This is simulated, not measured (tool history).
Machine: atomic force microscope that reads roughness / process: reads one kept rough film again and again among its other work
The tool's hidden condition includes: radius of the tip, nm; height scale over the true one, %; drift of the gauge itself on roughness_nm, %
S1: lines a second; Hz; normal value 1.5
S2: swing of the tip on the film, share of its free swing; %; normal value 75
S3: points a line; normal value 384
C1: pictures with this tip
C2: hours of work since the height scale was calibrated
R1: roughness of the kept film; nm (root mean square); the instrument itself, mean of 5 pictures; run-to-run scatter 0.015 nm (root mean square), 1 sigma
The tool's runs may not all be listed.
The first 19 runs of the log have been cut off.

run 20 hour=1068.8 | S1=1.5 S2=62 S3=441 | C1=113 C2=1459 | R1=3.676
run 21 hour=1120.4 | S1=1.5 S2=55 S3=441 | C1=184 C2=1493 | R1=3.715
run 22 hour=1176.4 | S1=1.5 S2=55 S3=441 | C1=261 C2=1531 | R1=3.709
-- hour=1231.7 new tip fitted
run 23 hour=1250.6 | S1=1.5 S2=55 S3=441 | C1=26 C2=1581 | R1=3.702
run 24 hour=1312.9 | S1=1.5 S2=59 S3=441 | C1=112 C2=1623 | R1=3.71
run 25 hour=1356.7 | S1=1.5 S2=59 S3=441 | C1=172 C2=1652 | R1=3.682
run 26 hour=1429.8 | S1=2.5 S2=83 S3=275 | C1=272 C2=1702 | R1=3.101
-- hour=1477.8 new tip fitted
run 27 hour=1495.5 | S1=1.5 S2=75 S3=695 | C1=24 C2=1745 | R1=3.513
run 28 hour=1537 | S1=1.5 S2=75 S3=695 | C1=81 C2=1773 | R1=3.484

What will run 29 give?
run 29 hour=1577.1 | S1=2.68 S2=88 S3=266 | C1=136 C2=1800 | R1=?

Run 29 gave R1 2.893 nm (root mean square).
Were there no unlogged condition in the tool, this run, its random variation unchanged, would have produced R1 2.896 nm (root mean square).

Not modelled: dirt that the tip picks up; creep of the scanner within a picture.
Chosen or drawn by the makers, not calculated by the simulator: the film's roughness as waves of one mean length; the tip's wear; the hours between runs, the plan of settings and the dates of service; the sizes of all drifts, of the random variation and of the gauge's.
